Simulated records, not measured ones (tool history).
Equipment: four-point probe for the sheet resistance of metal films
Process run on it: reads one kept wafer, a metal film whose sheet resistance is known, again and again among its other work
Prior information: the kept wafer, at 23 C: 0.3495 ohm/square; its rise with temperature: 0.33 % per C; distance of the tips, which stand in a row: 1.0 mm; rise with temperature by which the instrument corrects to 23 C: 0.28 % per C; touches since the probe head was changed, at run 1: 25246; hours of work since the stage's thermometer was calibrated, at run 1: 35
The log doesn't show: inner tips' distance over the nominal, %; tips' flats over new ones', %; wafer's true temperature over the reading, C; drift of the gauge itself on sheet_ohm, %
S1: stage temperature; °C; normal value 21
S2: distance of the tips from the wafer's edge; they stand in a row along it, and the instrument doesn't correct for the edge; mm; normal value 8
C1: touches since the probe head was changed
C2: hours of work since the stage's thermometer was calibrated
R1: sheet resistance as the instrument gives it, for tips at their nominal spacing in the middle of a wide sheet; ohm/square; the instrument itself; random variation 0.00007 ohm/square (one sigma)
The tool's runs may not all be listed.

run 1 hour=0 | S1=21 S2=8 | C1=25246 C2=35 | R1=0.352166
run 2 hour=67.9 | S1=21 S2=8 | C1=28021 C2=69 | R1=0.352041
run 3 hour=208.4 | S1=21 S2=8 | C1=33766 C2=139 | R1=0.351992
run 4 hour=326 | S1=21 S2=8 | C1=38573 C2=198 | R1=0.352027
run 5 hour=399.1 | S1=21 S2=8 | C1=41563 C2=235 | R1=0.352026
run 6 hour=498.2 | S1=27 S2=8 | C1=45612 C2=285 | R1=0.353038
run 7 hour=627.8 | S1=21 S2=8 | C1=50910 C2=350 | R1=0.352042
run 8 hour=767.3 | S1=21 S2=8 | C1=56611 C2=420 | R1=0.352095
run 9 hour=859.4 | S1=21 S2=8 | C1=60379 C2=466 | R1=0.352076
run 10 hour=939.3 | S1=30 S2=8 | C1=63645 C2=506 | R1=0.353669
run 11 hour=1014.3 | S1=34 S2=8 | C1=66711 C2=544 | R1=0.35434
run 12 hour=1085 | S1=24 S2=39 | C1=69599 C2=579 | R1=0.349959
run 13 hour=1217.2 | S1=21 S2=67 | C1=75005 C2=646 | R1=0.349305
run 14 hour=1310 | S1=21 S2=8 | C1=78799 C2=692 | R1=0.351959
run 15 hour=1380.2 | S1=24 S2=10 | C1=81668 C2=727 | R1=0.351633
run 16 hour=1463.4 | S1=24 S2=36 | C1=85069 C2=769 | R1=0.349799
run 17 hour=1558.1 | S1=32 S2=9 | C1=88942 C2=817 | R1=0.353317
run 18 hour=1675.1 | S1=32 S2=9 | C1=93723 C2=875 | R1=0.353513
run 19 hour=1744.3 | S1=23 S2=27 | C1=96555 C2=910 | R1=0.349732
run 20 hour=1836 | S1=26 S2=37 | C1=100301 C2=956 | R1=0.350101
run 21 hour=1908.4 | S1=20 S2=52 | C1=103260 C2=993 | R1=0.348999

Forecast each of these 4 alternatives for the next run:
run A hour=1975.4 | S1=30 S2=13 | C1=106000 C2=1026 | R1=?
run B hour=1975.4 | S1=20 S2=15 | C1=106000 C2=1026 | R1=?
run C hour=1975.4 | S1=30 S2=12 | C1=106000 C2=1026 | R1=?
run D hour=1975.4 | S1=29 S2=19 | C1=106000 C2=1026 | R1=?

run=A R1=0.351958
run=B R1=0.349734
run=C R1=0.352158
run=D R1=0.351132
Without the tool's hidden state the same runs would have given:
run=A R1=0.351981
run=B R1=0.349756
run=C R1=0.35218
run=D R1=0.351154

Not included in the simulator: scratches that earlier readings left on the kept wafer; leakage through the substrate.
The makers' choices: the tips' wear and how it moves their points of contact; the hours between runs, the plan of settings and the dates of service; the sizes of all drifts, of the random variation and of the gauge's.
